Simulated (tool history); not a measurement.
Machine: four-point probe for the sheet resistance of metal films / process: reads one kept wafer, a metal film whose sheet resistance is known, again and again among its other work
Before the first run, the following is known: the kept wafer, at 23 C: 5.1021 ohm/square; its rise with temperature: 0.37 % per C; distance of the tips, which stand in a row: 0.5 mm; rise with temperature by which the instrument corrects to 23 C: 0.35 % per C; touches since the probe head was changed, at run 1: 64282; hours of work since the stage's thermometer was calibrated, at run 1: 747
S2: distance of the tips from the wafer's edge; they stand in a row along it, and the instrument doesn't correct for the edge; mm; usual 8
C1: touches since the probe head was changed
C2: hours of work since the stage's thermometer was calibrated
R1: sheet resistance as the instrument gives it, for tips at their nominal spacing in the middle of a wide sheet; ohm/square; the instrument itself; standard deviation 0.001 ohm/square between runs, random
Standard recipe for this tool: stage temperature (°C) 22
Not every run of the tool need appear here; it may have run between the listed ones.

run 1 hour=0.0 | stage_temperature_(°C)=22 S2=8 | C1=64282 C2=747 | R1=5.110217
run 2 hour=56.0 | stage_temperature_(°C)=22 S2=8 | C1=65577 C2=775 | R1=5.108783
run 3 hour=88.0 | stage_temperature_(°C)=22 S2=8 | C1=66318 C2=791 | R1=5.110167
run 4 hour=136.6 | stage_temperature_(°C)=22 S2=8 | C1=67443 C2=815 | R1=5.108800
run 5 hour=190.0 | stage_temperature_(°C)=22 S2=8 | C1=68679 C2=842 | R1=5.109274
run 6 hour=224.8 | stage_temperature_(°C)=22 S2=8 | C1=69483 C2=859 | R1=5.109747
run 7 hour=267.7 | stage_temperature_(°C)=22 S2=19 | C1=70474 C2=881 | R1=5.100762
run 8 hour=319.2 | stage_temperature_(°C)=19 S2=8 | C1=71666 C2=907 | R1=5.105660
run 9 hour=355.3 | stage_temperature_(°C)=29 S2=8 | C1=72501 C2=925 | R1=5.117924
run 10 hour=388.8 | stage_temperature_(°C)=29 S2=8 | C1=73278 C2=942 | R1=5.116075
run 11 hour=460.5 | stage_temperature_(°C)=29 S2=8 | C1=74936 C2=977 | R1=5.117972
run 12 hour=517.9 | stage_temperature_(°C)=22 S2=8 | C1=76264 C2=1006 | R1=5.109651
run 13 hour=552.7 | stage_temperature_(°C)=22 S2=8 | C1=77068 C2=1024 | R1=5.107903
run 14 hour=597.9 | stage_temperature_(°C)=22 S2=8 | C1=78114 C2=1046 | R1=5.108157
run 15 hour=658.6 | stage_temperature_(°C)=22 S2=8 | C1=79517 C2=1077 | R1=5.108783
run 16 hour=726.3 | stage_temperature_(°C)=22 S2=8 | C1=81084 C2=1110 | R1=5.108394
run 17 hour=765.9 | stage_temperature_(°C)=22 S2=8 | C1=81999 C2=1130 | R1=5.108823
run 18 hour=819.4 | stage_temperature_(°C)=21 S2=18 | C1=83237 C2=1157 | R1=5.099238
run 19 hour=869.0 | stage_temperature_(°C)=22 S2=44 | C1=84385 C2=1182 | R1=5.097786
run 20 hour=924.8 | stage_temperature_(°C)=22 S2=44 | C1=85677 C2=1210 | R1=5.099810
run 21 hour=980.5 | stage_temperature_(°C)=33 S2=8 | C1=86965 C2=1238 | R1=5.118941
run 22 hour=1029.1 | stage_temperature_(°C)=28 S2=60 | C1=88089 C2=1262 | R1=5.102691
run 23 hour=1088.5 | stage_temperature_(°C)=28 S2=60 | C1=89463 C2=1292 | R1=5.103132
run 24 hour=1122.4 | stage_temperature_(°C)=23 S2=43 | C1=90249 C2=1309 | R1=5.098592
run 25 hour=1167.8 | stage_temperature_(°C)=29 S2=32 | C1=91298 C2=1331 | R1=5.104896

Run 26, settings as shown, results not yet in. Your forecast:
run 26 hour=1199.6 | stage_temperature_(°C)=20 S2=6 | C1=92033 C2=1347 | R1=?

Run 26 gave R1 5.113657 ohm/square.
With the hidden condition absent and the run-to-run variation left alone, this run would have shown R1 5.118102 ohm/square.
